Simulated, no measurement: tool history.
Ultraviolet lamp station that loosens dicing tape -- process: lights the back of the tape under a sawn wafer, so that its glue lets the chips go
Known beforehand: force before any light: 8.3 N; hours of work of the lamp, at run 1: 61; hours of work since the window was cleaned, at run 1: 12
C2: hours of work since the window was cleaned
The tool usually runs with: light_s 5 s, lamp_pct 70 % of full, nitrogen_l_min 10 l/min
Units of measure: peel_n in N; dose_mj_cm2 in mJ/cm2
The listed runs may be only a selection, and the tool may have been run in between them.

{"run": 1, "day": 0.0, "light_s": 5, "lamp_pct": 70, "nitrogen_l_min": 10, "hours of work of the lamp": 61, "C2": 12, "peel_n": 0.328, "dose_mj_cm2": 221}
{"run": 2, "day": 0.517, "light_s": 5, "lamp_pct": 70, "nitrogen_l_min": 10, "hours of work of the lamp": 69, "C2": 20, "peel_n": 0.319, "dose_mj_cm2": 221}
{"run": 3, "day": 0.829, "light_s": 5, "lamp_pct": 91, "nitrogen_l_min": 10, "hours of work of the lamp": 74, "C2": 24, "peel_n": 0.2, "dose_mj_cm2": 290}
{"run": 4, "day": 1.242, "light_s": 5, "lamp_pct": 91, "nitrogen_l_min": 10, "hours of work of the lamp": 80, "C2": 31, "peel_n": 0.203, "dose_mj_cm2": 285}
{"day": 1.317, "done": "window cleaned of glue's vapour"}
{"run": 5, "day": 1.871, "light_s": 5, "lamp_pct": 91, "nitrogen_l_min": 10, "hours of work of the lamp": 89, "C2": 9, "peel_n": 0.193, "dose_mj_cm2": 283}
{"day": 2.229, "done": "window cleaned of glue's vapour, once more"}
{"run": 6, "day": 2.279, "light_s": 5, "lamp_pct": 91, "nitrogen_l_min": 10, "hours of work of the lamp": 95, "C2": 1, "peel_n": 0.203, "dose_mj_cm2": 293}
{"run": 7, "day": 2.692, "light_s": 5, "lamp_pct": 91, "nitrogen_l_min": 10, "hours of work of the lamp": 102, "C2": 7, "peel_n": 0.206, "dose_mj_cm2": 287}
{"run": 8, "day": 3.262, "light_s": 7, "lamp_pct": 91, "nitrogen_l_min": 5, "hours of work of the lamp": 110, "C2": 16, "peel_n": 0.174, "dose_mj_cm2": 400}

Expected results for the next run?
{"run": 9, "day": 3.533, "light_s": 7, "lamp_pct": 91, "nitrogen_l_min": 5, "hours of work of the lamp": 115, "C2": 20, "peel_n": "?", "dose_mj_cm2": "?"}

{"run 9": {"peel_n": 0.189, "dose_mj_cm2": 396}}
The same run, on a tool lacking any hidden state, would have yielded peel_n 0.178 N, dose_mj_cm2 418 mJ/cm2.
